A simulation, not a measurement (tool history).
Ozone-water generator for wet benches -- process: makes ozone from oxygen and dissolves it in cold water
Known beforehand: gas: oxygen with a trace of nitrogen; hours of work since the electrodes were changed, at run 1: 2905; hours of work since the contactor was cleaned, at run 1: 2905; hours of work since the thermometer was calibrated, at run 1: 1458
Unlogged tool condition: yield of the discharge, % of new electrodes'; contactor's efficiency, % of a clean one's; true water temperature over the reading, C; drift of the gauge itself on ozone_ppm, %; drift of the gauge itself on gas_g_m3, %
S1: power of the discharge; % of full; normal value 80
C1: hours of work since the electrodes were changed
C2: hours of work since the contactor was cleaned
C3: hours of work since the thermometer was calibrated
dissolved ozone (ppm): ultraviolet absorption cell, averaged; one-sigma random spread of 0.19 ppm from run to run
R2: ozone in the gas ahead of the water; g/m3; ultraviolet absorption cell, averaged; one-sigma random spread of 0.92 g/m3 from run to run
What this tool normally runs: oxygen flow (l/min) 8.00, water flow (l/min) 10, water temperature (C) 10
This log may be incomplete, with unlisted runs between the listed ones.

run 1 hour=0.0 | S1=80 oxygen_flow_(l/min)=8.00 water_flow_(l/min)=10 water_temperature_(C)=10 | C1=2905 C2=2905 C3=1458 | dissolved_ozone_(ppm)=23.9 R2=144.8
run 2 hour=48.6 | S1=80 oxygen_flow_(l/min)=8.00 water_flow_(l/min)=10 water_temperature_(C)=10 | C1=2947 C2=2947 C3=1500 | dissolved_ozone_(ppm)=23.6 R2=142.9
run 3 hour=131.5 | S1=80 oxygen_flow_(l/min)=8.00 water_flow_(l/min)=10 water_temperature_(C)=10 | C1=3018 C2=3018 C3=1571 | dissolved_ozone_(ppm)=24.0 R2=143.1
run 4 hour=202.2 | S1=80 oxygen_flow_(l/min)=8.00 water_flow_(l/min)=10 water_temperature_(C)=10 | C1=3078 C2=3078 C3=1631 | dissolved_ozone_(ppm)=24.0 R2=143.0
run 5 hour=245.8 | S1=80 oxygen_flow_(l/min)=8.00 water_flow_(l/min)=10 water_temperature_(C)=10 | C1=3115 C2=3115 C3=1668 | dissolved_ozone_(ppm)=23.9 R2=143.3
run 6 hour=300.0 | S1=59 oxygen_flow_(l/min)=4.16 water_flow_(l/min)=10 water_temperature_(C)=10 | C1=3162 C2=3162 C3=1714 | dissolved_ozone_(ppm)=18.9 R2=149.3
run 7 hour=399.9 | S1=50 oxygen_flow_(l/min)=5.39 water_flow_(l/min)=10 water_temperature_(C)=8 | C1=3247 C2=3247 C3=1800 | dissolved_ozone_(ppm)=18.0 R2=123.2
run 8 hour=499.6 | S1=84 oxygen_flow_(l/min)=8.00 water_flow_(l/min)=10 water_temperature_(C)=11 | C1=3332 C2=3332 C3=1885 | dissolved_ozone_(ppm)=23.9 R2=146.5
run 9 hour=589.0 | S1=84 oxygen_flow_(l/min)=8.00 water_flow_(l/min)=10 water_temperature_(C)=11 | C1=3408 C2=3408 C3=1961 | dissolved_ozone_(ppm)=23.8 R2=147.4
run 10 hour=669.2 | S1=80 oxygen_flow_(l/min)=11.47 water_flow_(l/min)=14 water_temperature_(C)=10 | C1=3477 C2=3477 C3=2030 | dissolved_ozone_(ppm)=17.7 R2=124.7

Consider 5 possible next runs. They are alternatives, not a sequence: every one starts from the tool as it was left by run 10. What does each give?
run A hour=738.3 | S1=48 oxygen_flow_(l/min)=8.00 water_flow_(l/min)=11 water_temperature_(C)=7 | C1=3536 C2=3536 C3=2089 | dissolved_ozone_(ppm)=? R2=?
run B hour=738.3 | S1=41 oxygen_flow_(l/min)=8.00 water_flow_(l/min)=10 water_temperature_(C)=10 | C1=3536 C2=3536 C3=2089 | dissolved_ozone_(ppm)=? R2=?
run C hour=738.3 | S1=80 oxygen_flow_(l/min)=8.00 water_flow_(l/min)=9 water_temperature_(C)=10 | C1=3536 C2=3536 C3=2089 | dissolved_ozone_(ppm)=? R2=?
run D hour=738.3 | S1=80 oxygen_flow_(l/min)=11.47 water_flow_(l/min)=11 water_temperature_(C)=10 | C1=3536 C2=3536 C3=2089 | dissolved_ozone_(ppm)=? R2=?
run E hour=738.3 | S1=89 oxygen_flow_(l/min)=7.07 water_flow_(l/min)=10 water_temperature_(C)=16 | C1=3536 C2=3536 C3=2089 | dissolved_ozone_(ppm)=? R2=?

run=A dissolved_ozone_(ppm)=17.1 R2=104.8
run=B dissolved_ozone_(ppm)=15.8 R2=95.0
run=C dissolved_ozone_(ppm)=25.6 R2=141.7
run=D dissolved_ozone_(ppm)=21.7 R2=123.9
run=E dissolved_ozone_(ppm)=22.2 R2=158.4
What these runs would have given with no unlogged condition in the tool:
run=A dissolved_ozone_(ppm)=18.4 R2=110.7
run=B dissolved_ozone_(ppm)=17.0 R2=99.6
run=C dissolved_ozone_(ppm)=28.3 R2=153.1
run=D dissolved_ozone_(ppm)=24.0 R2=134.0
run=E dissolved_ozone_(ppm)=24.6 R2=172.0

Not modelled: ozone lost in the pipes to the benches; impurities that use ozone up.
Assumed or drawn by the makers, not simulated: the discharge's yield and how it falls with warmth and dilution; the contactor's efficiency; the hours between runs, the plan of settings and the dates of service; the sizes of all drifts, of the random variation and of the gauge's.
